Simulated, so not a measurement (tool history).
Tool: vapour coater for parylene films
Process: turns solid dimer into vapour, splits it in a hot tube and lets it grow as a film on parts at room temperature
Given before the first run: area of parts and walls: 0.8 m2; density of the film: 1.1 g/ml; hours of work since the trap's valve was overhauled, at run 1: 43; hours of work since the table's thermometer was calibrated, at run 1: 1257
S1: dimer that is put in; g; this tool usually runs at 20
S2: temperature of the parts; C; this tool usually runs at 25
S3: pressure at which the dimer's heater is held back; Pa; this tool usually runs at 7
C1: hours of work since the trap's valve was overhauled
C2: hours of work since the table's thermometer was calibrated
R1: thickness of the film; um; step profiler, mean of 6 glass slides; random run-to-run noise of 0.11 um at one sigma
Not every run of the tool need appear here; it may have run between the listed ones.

{"run": 1, "hour": 0.0, "S1": 20, "S2": 25, "S3": 7, "C1": 43, "C2": 1257, "R1": 13.51}
{"run": 2, "hour": 46.7, "S1": 20, "S2": 25, "S3": 7, "C1": 79, "C2": 1292, "R1": 13.24}
{"run": 3, "hour": 67.8, "S1": 20, "S2": 25, "S3": 7, "C1": 95, "C2": 1308, "R1": 13.58}
{"run": 4, "hour": 108.6, "S1": 20, "S2": 25, "S3": 7, "C1": 126, "C2": 1340, "R1": 13.16}
{"run": 5, "hour": 148.5, "S1": 20, "S2": 25, "S3": 7, "C1": 157, "C2": 1370, "R1": 13.18}
{"run": 6, "hour": 193.5, "S1": 20, "S2": 25, "S3": 7, "C1": 191, "C2": 1404, "R1": 12.97}
{"run": 7, "hour": 231.0, "S1": 20, "S2": 25, "S3": 7, "C1": 220, "C2": 1433, "R1": 12.77}
{"run": 8, "hour": 278.7, "S1": 20, "S2": 25, "S3": 7, "C1": 256, "C2": 1469, "R1": 12.71}
{"run": 9, "hour": 302.8, "S1": 20, "S2": 25, "S3": 7, "C1": 274, "C2": 1488, "R1": 12.49}
{"run": 10, "hour": 329.1, "S1": 20, "S2": 25, "S3": 7, "C1": 294, "C2": 1508, "R1": 12.31}
{"run": 11, "hour": 354.7, "S1": 20, "S2": 25, "S3": 7, "C1": 314, "C2": 1527, "R1": 12.31}
{"run": 12, "hour": 380.9, "S1": 20, "S2": 24, "S3": 7, "C1": 334, "C2": 1547, "R1": 12.43}
{"run": 13, "hour": 401.5, "S1": 20, "S2": 24, "S3": 7, "C1": 349, "C2": 1563, "R1": 12.5}
{"run": 14, "hour": 440.3, "S1": 20, "S2": 24, "S3": 7, "C1": 379, "C2": 1592, "R1": 12.22}
{"run": 15, "hour": 468.4, "S1": 20, "S2": 24, "S3": 7, "C1": 401, "C2": 1614, "R1": 12.08}
{"hour": 477.3, "done": "trap's valve overhauled"}
{"run": 16, "hour": 510.6, "S1": 12, "S2": 30, "S3": 4.65, "C1": 25, "C2": 1643, "R1": 7.49}
{"run": 17, "hour": 555.5, "S1": 13, "S2": 25, "S3": 7, "C1": 60, "C2": 1677, "R1": 8.97}
{"run": 18, "hour": 594.9, "S1": 13, "S2": 25, "S3": 7, "C1": 90, "C2": 1707, "R1": 8.81}
{"run": 19, "hour": 625.6, "S1": 20, "S2": 24, "S3": 7, "C1": 113, "C2": 1731, "R1": 13.93}
{"run": 20, "hour": 669.6, "S1": 20, "S2": 24, "S3": 7, "C1": 147, "C2": 1764, "R1": 13.77}
{"run": 21, "hour": 711.8, "S1": 15, "S2": 24, "S3": 7, "C1": 179, "C2": 1796, "R1": 10.23}
{"run": 22, "hour": 732.7, "S1": 27, "S2": 24, "S3": 7, "C1": 195, "C2": 1812, "R1": 18.29}
{"hour": 751.3, "done": "table's thermometer calibrated"}
{"run": 23, "hour": 780.8, "S1": 20, "S2": 33, "S3": 7.12, "C1": 231, "C2": 22, "R1": 10.1}
{"run": 24, "hour": 819.6, "S1": 20, "S2": 25, "S3": 11.28, "C1": 260, "C2": 52, "R1": 12.12}
{"run": 25, "hour": 853.9, "S1": 20, "S2": 25, "S3": 2.62, "C1": 286, "C2": 78, "R1": 12.88}
{"run": 26, "hour": 895.1, "S1": 20, "S2": 25, "S3": 2.62, "C1": 318, "C2": 110, "R1": 12.64}
{"run": 27, "hour": 921.3, "S1": 20, "S2": 25, "S3": 2.62, "C1": 338, "C2": 130, "R1": 12.6}

3 options for the next run, each taken on its own from the tool as it stands now. Forecast them:
{"run": "A", "hour": 944.7, "S1": 20, "S2": 25, "S3": 7, "C1": 356, "C2": 147, "R1": "?"}
{"run": "B", "hour": 944.7, "S1": 13, "S2": 25, "S3": 2.62, "C1": 356, "C2": 147, "R1": "?"}
{"run": "C", "hour": 944.7, "S1": 20, "S2": 23, "S3": 2.62, "C1": 356, "C2": 147, "R1": "?"}

run=A R1=11.93
run=B R1=8.31
run=C R1=13.36
Had the tool no hidden state, the same runs would have come out as:
run=A R1=13.67
run=B R1=9.52
run=C R1=15.32
